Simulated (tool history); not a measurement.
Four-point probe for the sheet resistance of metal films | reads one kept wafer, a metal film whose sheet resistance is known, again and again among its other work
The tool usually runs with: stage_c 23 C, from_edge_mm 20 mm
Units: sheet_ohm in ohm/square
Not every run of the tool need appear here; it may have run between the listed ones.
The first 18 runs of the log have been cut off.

run 19 day=32.700 | stage_c=23 from_edge_mm=8 | sheet_ohm=0.383360
run 20 day=34.562 | stage_c=23 from_edge_mm=20 | sheet_ohm=0.382563
run 21 day=35.846 | stage_c=23 from_edge_mm=20 | sheet_ohm=0.382574
run 22 day=37.667 | stage_c=23 from_edge_mm=20 | sheet_ohm=0.382371
run 23 day=39.321 | stage_c=23 from_edge_mm=20 | sheet_ohm=0.382280
run 24 day=41.604 | stage_c=23 from_edge_mm=20 | sheet_ohm=0.382345
run 25 day=43.704 | stage_c=29 from_edge_mm=4 | sheet_ohm=0.385611
run 26 day=44.933 | stage_c=19 from_edge_mm=5 | sheet_ohm=0.383900
run 27 day=46.538 | stage_c=19 from_edge_mm=5 | sheet_ohm=0.383844
run 28 day=48.546 | stage_c=23 from_edge_mm=4 | sheet_ohm=0.385123
run 29 day=50.967 | stage_c=23 from_edge_mm=4 | sheet_ohm=0.385019
run 30 day=53.308 | stage_c=23 from_edge_mm=57 | sheet_ohm=0.381622
run 31 day=55.592 | stage_c=23 from_edge_mm=10 | sheet_ohm=0.382346
run 32 day=57.988 | stage_c=18 from_edge_mm=10 | sheet_ohm=0.381911
run 33 day=59.096 | stage_c=20 from_edge_mm=30 | sheet_ohm=0.381505
run 34 day=60.308 | stage_c=20 from_edge_mm=30 | sheet_ohm=0.381523
run 35 day=61.858 | stage_c=24 from_edge_mm=47 | sheet_ohm=0.381581
run 36 day=63.550 | stage_c=24 from_edge_mm=47 | sheet_ohm=0.381483
run 37 day=65.629 | stage_c=20 from_edge_mm=6 | sheet_ohm=0.382638
run 38 day=67.471 | stage_c=19 from_edge_mm=20 | sheet_ohm=0.381094
run 39 day=69.488 | stage_c=23 from_edge_mm=9 | sheet_ohm=0.381830
run 40 day=70.479 | stage_c=22 from_edge_mm=46 | sheet_ohm=0.381171
run 41 day=72.071 | stage_c=24 from_edge_mm=5 | sheet_ohm=0.383295

Forecast each of these 4 alternatives for the next run:
run A day=73.308 | stage_c=31 from_edge_mm=16 | sheet_ohm=?
run B day=73.308 | stage_c=25 from_edge_mm=4 | sheet_ohm=?
run C day=73.308 | stage_c=31 from_edge_mm=22 | sheet_ohm=?
run D day=73.308 | stage_c=22 from_edge_mm=68 | sheet_ohm=?

run=A sheet_ohm=0.381761
run=B sheet_ohm=0.384305
run=C sheet_ohm=0.381470
run=D sheet_ohm=0.381078
Had the tool no hidden state, the same runs would have come out as:
run=A sheet_ohm=0.386879
run=B sheet_ohm=0.389448
run=C sheet_ohm=0.386585
run=D sheet_ohm=0.386178
